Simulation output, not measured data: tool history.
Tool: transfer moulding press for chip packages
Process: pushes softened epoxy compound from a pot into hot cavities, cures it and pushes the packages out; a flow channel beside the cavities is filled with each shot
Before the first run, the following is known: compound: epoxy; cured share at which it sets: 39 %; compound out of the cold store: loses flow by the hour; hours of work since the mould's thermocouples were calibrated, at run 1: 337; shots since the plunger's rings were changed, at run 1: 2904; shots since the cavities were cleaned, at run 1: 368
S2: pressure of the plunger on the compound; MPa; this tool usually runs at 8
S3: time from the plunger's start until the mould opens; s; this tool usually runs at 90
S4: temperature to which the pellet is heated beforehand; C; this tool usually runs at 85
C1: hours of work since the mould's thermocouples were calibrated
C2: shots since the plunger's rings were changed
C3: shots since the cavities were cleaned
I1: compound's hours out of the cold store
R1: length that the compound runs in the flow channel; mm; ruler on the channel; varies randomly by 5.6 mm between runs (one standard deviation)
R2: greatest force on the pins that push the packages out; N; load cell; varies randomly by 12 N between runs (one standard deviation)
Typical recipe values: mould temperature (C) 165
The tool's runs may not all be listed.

run 1 hour=0 | mould_temperature_(C)=165 S2=8 S3=90 S4=85 | C1=337 C2=2904 C3=368 | I1=11.5 | R1=868 R2=870
-- hour=24 cavities cleaned with cleaning compound and waxed
-- hour=46 plunger's sealing rings changed
run 2 hour=61.5 | mould_temperature_(C)=165 S2=8 S3=90 S4=85 | C1=361 C2=135 C3=303 | I1=8.2 | R1=938 R2=859
-- hour=91.6 cavities cleaned with cleaning compound and waxed
run 3 hour=128.9 | mould_temperature_(C)=165 S2=8 S3=90 S4=85 | C1=388 C2=704 C3=323 | I1=43.2 | R1=775 R2=796
-- hour=159.9 cavities cleaned with cleaning compound and waxed
run 4 hour=212.2 | mould_temperature_(C)=165 S2=8 S3=90 S4=85 | C1=422 C2=1410 C3=451 | I1=28.8 | R1=814 R2=854
-- hour=224.6 cavities cleaned with cleaning compound and waxed
run 5 hour=254.5 | mould_temperature_(C)=165 S2=8 S3=90 S4=85 | C1=439 C2=1763 C3=259 | I1=42.9 | R1=758 R2=749
-- hour=291.8 cavities cleaned with cleaning compound and waxed
run 6 hour=323.2 | mould_temperature_(C)=165 S2=8 S3=90 S4=85 | C1=467 C2=2344 C3=272 | I1=27.1 | R1=807 R2=785
-- hour=359.7 cavities cleaned with cleaning compound and waxed
run 7 hour=390.5 | mould_temperature_(C)=165 S2=8 S3=90 S4=85 | C1=494 C2=2912 C3=267 | I1=15.4 | R1=867 R2=807
-- hour=427.4 cavities cleaned with cleaning compound and waxed
-- hour=436.9 plunger's sealing rings changed
run 8 hour=459.4 | mould_temperature_(C)=165 S2=8 S3=90 S4=85 | C1=521 C2=194 C3=255 | I1=12.4 | R1=920 R2=842
-- hour=498.3 cavities cleaned with cleaning compound and waxed
-- hour=508.2 mould's thermocouples calibrated
run 9 hour=515.8 | mould_temperature_(C)=165 S2=8 S3=90 S4=85 | C1=3 C2=651 C3=133 | I1=34.5 | R1=796 R2=657
-- hour=566.6 cavities cleaned with cleaning compound and waxed
run 10 hour=607.9 | mould_temperature_(C)=165 S2=8 S3=90 S4=85 | C1=41 C2=1434 C3=357 | I1=32.1 | R1=793 R2=758
-- hour=635.5 cavities cleaned with cleaning compound and waxed
run 11 hour=665.3 | mould_temperature_(C)=165 S2=8 S3=125 S4=85 | C1=64 C2=1916 C3=257 | I1=10.2 | R1=894 R2=528
-- hour=704.9 cavities cleaned with cleaning compound and waxed
run 12 hour=720.7 | mould_temperature_(C)=165 S2=8 S3=125 S4=85 | C1=86 C2=2382 C3=136 | I1=15.4 | R1=863 R2=431
-- hour=772.5 cavities cleaned with cleaning compound and waxed
run 13 hour=798.8 | mould_temperature_(C)=165 S2=8 S3=125 S4=85 | C1=118 C2=3044 C3=227 | I1=17.4 | R1=842 R2=527
-- hour=829.9 plunger's sealing rings changed
-- hour=839.3 cavities cleaned with cleaning compound and waxed
run 14 hour=874.3 | mould_temperature_(C)=170 S2=9.67 S3=95 S4=81 | C1=147 C2=371 C3=303 | I1=20.8 | R1=937 R2=580
-- hour=904.8 cavities cleaned with cleaning compound and waxed
run 15 hour=920.2 | mould_temperature_(C)=165 S2=7.9 S3=82 S4=85 | C1=166 C2=754 C3=133 | I1=8.9 | R1=915 R2=969
-- hour=970.2 cavities cleaned with cleaning compound and waxed
run 16 hour=1000.4 | mould_temperature_(C)=165 S2=8 S3=125 S4=85 | C1=198 C2=1434 C3=261 | I1=18.7 | R1=858 R2=512
-- hour=1037.3 cavities cleaned with cleaning compound and waxed
run 17 hour=1077.4 | mould_temperature_(C)=165 S2=8 S3=125 S4=85 | C1=229 C2=2086 C3=347 | I1=28.4 | R1=800 R2=567
-- hour=1101.1 cavities cleaned with cleaning compound and waxed
-- hour=1168.1 cavities cleaned with cleaning compound and waxed
run 18 hour=1170.2 | mould_temperature_(C)=165 S2=7.16 S3=106 S4=87 | C1=267 C2=2861 C3=18 | I1=10.4 | R1=834 R2=465
-- hour=1221.5 plunger's sealing rings changed
run 19 hour=1224.8 | mould_temperature_(C)=165 S2=9.72 S3=78 S4=85 | C1=288 C2=28 C3=469 | I1=14.5 | R1=997 R2=1332
-- hour=1236 cavities cleaned with cleaning compound and waxed
-- hour=1300.8 cavities cleaned with cleaning compound and waxed
run 20 hour=1304.6 | mould_temperature_(C)=172 S2=6.02 S3=109 S4=85 | C1=320 C2=691 C3=32 | I1=23 | R1=711 R2=374
-- hour=1364.5 cavities cleaned with cleaning compound and waxed
run 21 hour=1386 | mould_temperature_(C)=165 S2=8 S3=100 S4=94 | C1=353 C2=1382 C3=186 | I1=18.1 | R1=857 R2=626
run 22 hour=1424.3 | mould_temperature_(C)=165 S2=7.92 S3=73 S4=85 | C1=369 C2=1713 C3=517 | I1=41.2 | R1=759 R2=1385
-- hour=1430.1 cavities cleaned with cleaning compound and waxed
run 23 hour=1486.7 | mould_temperature_(C)=165 S2=7.92 S3=73 S4=85 | C1=394 C2=2238 C3=488 | I1=35.9 | R1=761 R2=1388
-- hour=1494 cavities cleaned with cleaning compound and waxed
run 24 hour=1526.6 | mould_temperature_(C)=160 S2=6.89 S3=128 S4=89 | C1=410 C2=2570 C3=281 | I1=10.8 | R1=834 R2=615
-- hour=1557.6 cavities cleaned with cleaning compound and waxed
run 25 hour=1601.2 | mould_temperature_(C)=160 S2=6.89 S3=128 S4=89 | C1=440 C2=3201 C3=376 | I1=36.2 | R1=713 R2=657

Each row is a separate what-if for the run after 25, all from the same tool condition, not one after another. Results?
-- hour=1612.1 plunger's sealing rings changed
-- hour=1627.3 cavities cleaned with cleaning compound and waxed
run A hour=1646.6 | mould_temperature_(C)=159 S2=8 S3=83 S4=83 | C1=457 C2=285 C3=167 | I1=32 | R1=? R2=?
-- hour=1612.1 plunger's sealing rings changed
-- hour=1627.3 cavities cleaned with cleaning compound and waxed
run B hour=1646.6 | mould_temperature_(C)=165 S2=6.57 S3=90 S4=95 | C1=457 C2=285 C3=167 | I1=14.6 | R1=? R2=?
-- hour=1612.1 plunger's sealing rings changed
-- hour=1627.3 cavities cleaned with cleaning compound and waxed
run C hour=1646.6 | mould_temperature_(C)=165 S2=8.77 S3=103 S4=86 | C1=457 C2=285 C3=167 | I1=41.6 | R1=? R2=?

run=A R1=847 R2=1363
run=B R1=825 R2=759
run=C R1=815 R2=566
Take away the tool's hidden state, keep each run's random variation, and the runs would have read:
run=A R1=845 R2=954
run=B R1=823 R2=527
run=C R1=813 R2=411
